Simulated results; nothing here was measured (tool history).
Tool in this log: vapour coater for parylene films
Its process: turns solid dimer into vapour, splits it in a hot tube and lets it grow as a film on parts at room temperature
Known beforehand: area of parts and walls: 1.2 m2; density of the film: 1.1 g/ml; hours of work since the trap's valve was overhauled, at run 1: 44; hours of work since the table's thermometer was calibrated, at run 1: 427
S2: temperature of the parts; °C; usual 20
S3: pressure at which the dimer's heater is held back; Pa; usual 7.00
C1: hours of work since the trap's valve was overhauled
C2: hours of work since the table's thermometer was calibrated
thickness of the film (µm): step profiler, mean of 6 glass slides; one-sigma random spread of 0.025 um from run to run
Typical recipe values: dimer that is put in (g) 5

Run 1, day 0.000: usual settings; C1 44; C2 427. Result: thickness of the film (µm) 1.75.
Run 2, day 0.571: usual settings; C1 55; C2 438. Result: thickness of the film (µm) 1.75.
Run 3, day 1.212: usual settings; C1 67; C2 450. Result: thickness of the film (µm) 1.73.
Run 4, day 1.642: usual settings but S3 4.33 Pa; C1 75; C2 458. Result: thickness of the film (µm) 1.80.
Run 5, day 2.479: usual settings; C1 91; C2 474. Result: thickness of the film (µm) 1.77.
Run 6, day 2.904: usual settings; C1 99; C2 482. Result: thickness of the film (µm) 1.74.
Run 7, day 3.596: usual settings but S2 17 °C; C1 112; C2 495. Result: thickness of the film (µm) 1.90.
Run 8, day 4.483: usual settings but S2 17 °C; C1 129; C2 512. Result: thickness of the film (µm) 1.92.
Run 9, day 4.996: usual settings but S2 17 °C; C1 139; C2 521. Result: thickness of the film (µm) 1.91.
Run 10, day 5.696: usual settings but dimer that is put in (g) 4, S2 17 °C; C1 152; C2 535. Result: thickness of the film (µm) 1.46.
Run 11, day 6.438: usual settings but dimer that is put in (g) 4, S2 17 °C, S3 3.04 Pa; C1 166; C2 549. Result: thickness of the film (µm) 1.66.
Run 12, day 7.050: usual settings but S3 4.95 Pa; C1 178; C2 560. Result: thickness of the film (µm) 1.72.
Run 13, day 7.554: usual settings but S3 4.95 Pa; C1 188; C2 570. Result: thickness of the film (µm) 1.75.
Run 14, day 8.192: usual settings but S3 4.95 Pa; C1 200; C2 582. Result: thickness of the film (µm) 1.73.
Run 15, day 9.029: usual settings but S3 4.95 Pa; C1 216; C2 598. Result: thickness of the film (µm) 1.73.
Run 16, day 9.992: usual settings but S3 4.95 Pa; C1 234; C2 616. Result: thickness of the film (µm) 1.73.
Run 17, day 10.825: usual settings but S3 4.95 Pa; C1 250; C2 632. Result: thickness of the film (µm) 1.68.
Run 18, day 11.654: usual settings but S2 21 °C; C1 265; C2 648. Result: thickness of the film (µm) 1.54.
Run 19, day 12.462: usual settings but S2 28 °C, S3 2.67 Pa; C1 281; C2 663. Result: thickness of the film (µm) 1.36.
At day 12.708: trap's valve overhauled.
Run 20, day 13.354: usual settings but S2 18 °C, S3 4.17 Pa; C1 12; C2 677. Result: thickness of the film (µm) 1.79.
Run 21, day 13.983: usual settings but dimer that is put in (g) 2, S2 18 °C, S3 2.44 Pa; C1 24; C2 689. Result: thickness of the film (µm) 0.80.
At day 14.683: trap's valve overhauled, once more.
Run 22, day 14.733: usual settings but dimer that is put in (g) 2, S2 31 °C, S3 3.84 Pa; C1 1; C2 700. Result: thickness of the film (µm) 0.52.
Run 23, day 15.408: usual settings but dimer that is put in (g) 2, S2 17 °C, S3 9.12 Pa; C1 14; C2 712. Result: thickness of the film (µm) 0.75.
Run 24, day 15.892: usual settings but S2 17 °C, S3 5.73 Pa; C1 23; C2 722. Result: thickness of the film (µm) 1.93.
Run 25, day 16.679: usual settings but dimer that is put in (g) 2, S3 4.36 Pa; C1 38; C2 737. Result: thickness of the film (µm) 0.70.
Run 26, day 17.512: usual settings but dimer that is put in (g) 7, S3 7.18 Pa; C1 54; C2 752. Result: thickness of the film (µm) 2.41.
Run 27, day 17.929: usual settings but dimer that is put in (g) 4, S2 16 °C, S3 7.18 Pa; C1 62; C2 760. Result: thickness of the film (µm) 1.56.
Run 28, day 18.821: usual settings but S2 29 °C; C1 78; C2 777. Result: thickness of the film (µm) 1.23.
Run 29, day 19.700: usual settings but S2 31 °C; C1 95; C2 794. Result: thickness of the film (µm) 1.16.

What if the next run were any one of these 4? Each begins from the tool's condition after run 29:
Run A, day 20.112: usual settings but S2 26 °C, S3 10.08 Pa; C1 103; C2 802. Result: thickness of the film (µm) ?.
Run B, day 20.112: usual settings but S2 26 °C, S3 2.44 Pa; C1 103; C2 802. Result: thickness of the film (µm) ?.
Run C, day 20.112: usual settings but S2 17 °C, S3 8.92 Pa; C1 103; C2 802. Result: thickness of the film (µm) ?.
Run D, day 20.112: usual settings but dimer that is put in (g) 3, S2 15 °C, S3 3.85 Pa; C1 103; C2 802. Result: thickness of the film (µm) ?.

run  thickness of the film (µm)
  A                        1.31
  B                        1.58
  C                        1.85
  D                        1.33
With the hidden condition removed and each run's random variation left untouched, the same runs would have given:
run  thickness of the film (µm)
  A                        1.38
  B                        1.67
  C                        1.95
  D                        1.40
